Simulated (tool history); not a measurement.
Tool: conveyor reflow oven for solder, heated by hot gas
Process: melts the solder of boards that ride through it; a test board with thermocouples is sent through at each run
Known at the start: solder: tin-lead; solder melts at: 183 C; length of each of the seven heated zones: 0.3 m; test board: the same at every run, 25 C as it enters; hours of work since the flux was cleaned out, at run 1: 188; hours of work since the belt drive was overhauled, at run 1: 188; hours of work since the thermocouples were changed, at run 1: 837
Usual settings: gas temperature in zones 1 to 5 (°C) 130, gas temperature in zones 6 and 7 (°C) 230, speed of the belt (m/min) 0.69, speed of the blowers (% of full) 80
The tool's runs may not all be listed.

run,hour,gas temperature in zones 1 to 5 (°C),gas temperature in zones 6 and 7 (°C),speed of the belt (m/min),speed of the blowers (% of full),hours of work since the flux was cleaned out,hours of work since the belt drive was overhauled,hours of work since the thermocouples were changed,highest temperature of the board (°C),time above the solder's melting point (s)
1,0,130,230,0.69,80,188,188,837,209.4,32.1
2,13.9,130,230,0.69,80,198,198,848,209.2,31.8
3,32.6,126,230,0.69,80,212,212,861,208.1,30.8
4,53.4,130,230,0.69,80,227,227,876,208.6,32.1
5,76.9,130,230,0.69,80,244,244,894,208.9,32.3
6,94.8,130,230,0.701,80,257,257,907,208.5,30.9
7,120.5,130,230,0.701,80,276,276,925,208.4,30.9
8,139.4,130,230,0.701,80,290,290,939,208.5,30.2
9,170.1,130,230,0.701,80,312,312,962,208.6,30.7
10,184.7,118,230,0.69,80,323,323,972,206.7,27.8
11,202.1,117,238,0.69,80,335,335,985,212.8,31.7
12,215.2,129,228,0.665,54,345,345,995,199,22.8
13,231.7,125,228,0.572,69,357,357,1007,209.5,38.3
14,263.1,131,232,0.572,89,380,380,1030,218.4,46.3
15,290.7,131,232,0.572,89,400,400,1050,219.1,46.8
16,312.3,121,224,0.572,52,416,416,1066,199,26.1
# hour 328.2: flux residue cleaned out of gas plates and filters
17,337.8,130,219,0.69,80,7,431,1081,199.9,24.7
# hour 345.1: thermocouples of zones 6 and 7 changed
18,361.6,140,227,0.69,80,23,447,12,208,34.1
19,390.2,137,230,0.805,80,44,468,33,205.1,24.7

How the hidden state differs across the entries between the runs, from the last listed run before each to the first after it:
Between runs 16 and 17: flux residue cleaned out of gas plates and filters (hour 328.2)
  heat that the gas passes to the board, % of a clean oven's: 99.7 -> 100
Between runs 17 and 18: thermocouples of zones 6 and 7 changed (hour 345.1)
  true gas temperature in zones 6 and 7 over the reading, C: 0.09 -> 0

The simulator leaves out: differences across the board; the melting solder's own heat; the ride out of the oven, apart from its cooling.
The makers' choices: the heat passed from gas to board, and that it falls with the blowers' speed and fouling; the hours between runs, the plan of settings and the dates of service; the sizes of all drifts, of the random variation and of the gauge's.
